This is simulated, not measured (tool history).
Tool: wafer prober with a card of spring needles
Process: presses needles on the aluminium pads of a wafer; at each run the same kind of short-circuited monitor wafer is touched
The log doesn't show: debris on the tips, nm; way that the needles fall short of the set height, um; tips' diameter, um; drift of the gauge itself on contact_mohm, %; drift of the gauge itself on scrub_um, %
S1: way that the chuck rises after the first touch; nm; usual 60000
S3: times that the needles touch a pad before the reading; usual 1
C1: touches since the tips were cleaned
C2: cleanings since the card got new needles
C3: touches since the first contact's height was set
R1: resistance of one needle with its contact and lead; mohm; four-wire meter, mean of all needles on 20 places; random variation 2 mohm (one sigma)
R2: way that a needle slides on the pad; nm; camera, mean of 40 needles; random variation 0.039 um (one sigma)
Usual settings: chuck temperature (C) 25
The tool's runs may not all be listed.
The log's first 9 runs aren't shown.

{"hour": 293.1, "done": "tips cleaned on abrasive film"}
{"run": 10, "hour": 308.7, "S1": 60000, "chuck temperature (C)": 25, "S3": 1, "C1": 4134, "C2": 36, "C3": 130599, "R1": 220, "R2": 7050}
{"hour": 323.5, "done": "tips cleaned on abrasive film"}
{"hour": 353.4, "done": "tips cleaned on abrasive film"}
{"run": 11, "hour": 354.0, "S1": 60000, "chuck temperature (C)": 56, "S3": 1, "C1": 158, "C2": 38, "C3": 142560, "R1": 232, "R2": 7100}
{"run": 12, "hour": 381.3, "S1": 60000, "chuck temperature (C)": 56, "S3": 1, "C1": 7392, "C2": 38, "C3": 149794, "R1": 233, "R2": 7090}
{"hour": 384.1, "done": "tips cleaned on abrasive film"}
{"hour": 415.5, "done": "tips cleaned on abrasive film"}
{"run": 13, "hour": 420.9, "S1": 60000, "chuck temperature (C)": 56, "S3": 1, "C1": 1444, "C2": 40, "C3": 160247, "R1": 235, "R2": 7100}
{"hour": 443.0, "done": "height of the first contact set anew"}
{"hour": 446.7, "done": "tips cleaned on abrasive film"}
{"run": 14, "hour": 462.6, "S1": 60000, "chuck temperature (C)": 56, "S3": 1, "C1": 4193, "C2": 41, "C3": 5172, "R1": 238, "R2": 7050}
{"hour": 478.0, "done": "tips cleaned on abrasive film"}
{"run": 15, "hour": 499.0, "S1": 60000, "chuck temperature (C)": 25, "S3": 1, "C1": 5584, "C2": 42, "C3": 14817, "R1": 226, "R2": 6930}
{"hour": 507.4, "done": "tips cleaned on abrasive film"}
{"hour": 519.3, "done": "gauge calibrated"}
{"run": 16, "hour": 535.1, "S1": 60000, "chuck temperature (C)": 31, "S3": 1, "C1": 7332, "C2": 43, "C3": 24341, "R1": 225, "R2": 7170}
{"hour": 537.7, "done": "tips cleaned on abrasive film"}
{"hour": 570.6, "done": "tips cleaned on abrasive film"}
{"run": 17, "hour": 578.2, "S1": 70000, "chuck temperature (C)": 25, "S3": 1, "C1": 2011, "C2": 45, "C3": 35723, "R1": 218, "R2": 8350}
{"hour": 602.3, "done": "tips cleaned on abrasive film"}
{"run": 18, "hour": 618.3, "S1": 70000, "chuck temperature (C)": 25, "S3": 1, "C1": 4232, "C2": 46, "C3": 46315, "R1": 216, "R2": 8380}
{"hour": 632.9, "done": "tips cleaned on abrasive film"}
{"run": 19, "hour": 660.0, "S1": 70000, "chuck temperature (C)": 25, "S3": 1, "C1": 7181, "C2": 47, "C3": 57358, "R1": 221, "R2": 8290}
{"hour": 662.9, "done": "tips cleaned on abrasive film"}
{"hour": 693.6, "done": "tips cleaned on abrasive film"}
{"run": 20, "hour": 703.3, "S1": 66000, "chuck temperature (C)": 106, "S3": 2, "C1": 2554, "C2": 49, "C3": 68766, "R1": 242, "R2": 7830}
{"hour": 724.3, "done": "tips cleaned on abrasive film"}
{"run": 21, "hour": 742.1, "S1": 45000, "chuck temperature (C)": 61, "S3": 2, "C1": 4705, "C2": 50, "C3": 79034, "R1": 243, "R2": 5320}
{"hour": 756.3, "done": "tips cleaned on abrasive film"}
{"run": 22, "hour": 779.4, "S1": 45000, "chuck temperature (C)": 61, "S3": 2, "C1": 6115, "C2": 51, "C3": 88895, "R1": 240, "R2": 5230}
{"hour": 788.1, "done": "tips cleaned on abrasive film"}
{"run": 23, "hour": 808.7, "S1": 45000, "chuck temperature (C)": 61, "S3": 2, "C1": 5457, "C2": 52, "C3": 96637, "R1": 241, "R2": 5320}
{"hour": 818.8, "done": "tips cleaned on abrasive film"}
{"run": 24, "hour": 843.0, "S1": 45000, "chuck temperature (C)": 61, "S3": 2, "C1": 6433, "C2": 53, "C3": 105710, "R1": 240, "R2": 5310}
{"hour": 848.4, "done": "tips cleaned on abrasive film"}
{"hour": 878.9, "done": "tips cleaned on abrasive film"}
{"run": 25, "hour": 887.8, "S1": 45000, "chuck temperature (C)": 61, "S3": 2, "C1": 2374, "C2": 55, "C3": 117529, "R1": 243, "R2": 5300}
{"hour": 911.4, "done": "tips cleaned on abrasive film"}
{"run": 26, "hour": 919.8, "S1": 45000, "chuck temperature (C)": 61, "S3": 2, "C1": 2217, "C2": 56, "C3": 125970, "R1": 244, "R2": 5210}
{"hour": 941.8, "done": "tips cleaned on abrasive film"}
{"run": 27, "hour": 955.6, "S1": 45000, "chuck temperature (C)": 61, "S3": 2, "C1": 3651, "C2": 57, "C3": 135444, "R1": 244, "R2": 5270}
{"hour": 973.4, "done": "tips cleaned on abrasive film"}
{"run": 28, "hour": 990.5, "S1": 61000, "chuck temperature (C)": 29, "S3": 2, "C1": 4537, "C2": 58, "C3": 144668, "R1": 224, "R2": 7170}
{"hour": 1005.5, "done": "tips cleaned on abrasive film"}
{"run": 29, "hour": 1016.6, "S1": 61000, "chuck temperature (C)": 29, "S3": 2, "C1": 2943, "C2": 59, "C3": 151564, "R1": 224, "R2": 7140}
{"hour": 1036.4, "done": "tips cleaned on abrasive film"}
{"run": 30, "hour": 1059.5, "S1": 61000, "chuck temperature (C)": 29, "S3": 2, "C1": 6119, "C2": 60, "C3": 162917, "R1": 223, "R2": 7130}
{"hour": 1067.4, "done": "tips cleaned on abrasive film"}
{"hour": 1071.5, "done": "height of the first contact set anew"}
{"hour": 1097.0, "done": "tips cleaned on abrasive film"}
{"run": 31, "hour": 1097.0, "S1": 76000, "chuck temperature (C)": 29, "S3": 2, "C1": 0, "C2": 62, "C3": 6716, "R1": 221, "R2": 8880}
{"hour": 1126.9, "done": "tips cleaned on abrasive film"}
{"run": 32, "hour": 1141.4, "S1": 72000, "chuck temperature (C)": 63, "S3": 2, "C1": 3845, "C2": 63, "C3": 18467, "R1": 234, "R2": 8290}

4 ways to go on from here, each from the tool as it stands after run 32. What would each give?
{"hour": 1158.2, "done": "tips cleaned on abrasive film"}
{"run": "A", "hour": 1179.5, "S1": 75000, "chuck temperature (C)": 25, "S3": 3, "C1": 5641, "C2": 64, "C3": 28537, "R1": "?", "R2": "?"}
{"hour": 1158.2, "done": "tips cleaned on abrasive film"}
{"run": "B", "hour": 1179.5, "S1": 41000, "chuck temperature (C)": 37, "S3": 1, "C1": 5641, "C2": 64, "C3": 28537, "R1": "?", "R2": "?"}
{"hour": 1158.2, "done": "tips cleaned on abrasive film"}
{"run": "C", "hour": 1179.5, "S1": 42000, "chuck temperature (C)": 114, "S3": 2, "C1": 5641, "C2": 64, "C3": 28537, "R1": "?", "R2": "?"}
{"hour": 1158.2, "done": "tips cleaned on abrasive film"}
{"run": "D", "hour": 1179.5, "S1": 60000, "chuck temperature (C)": 25, "S3": 2, "C1": 5641, "C2": 64, "C3": 28537, "R1": "?", "R2": "?"}

run=A R1=218 R2=8700
run=B R1=236 R2=4750
run=C R1=259 R2=4830
run=D R1=228 R2=6970
Without the tool's hidden state the same runs would have given:
run=A R1=218 R2=9030
run=B R1=234 R2=4930
run=C R1=258 R2=5010
run=D R1=227 R2=7240
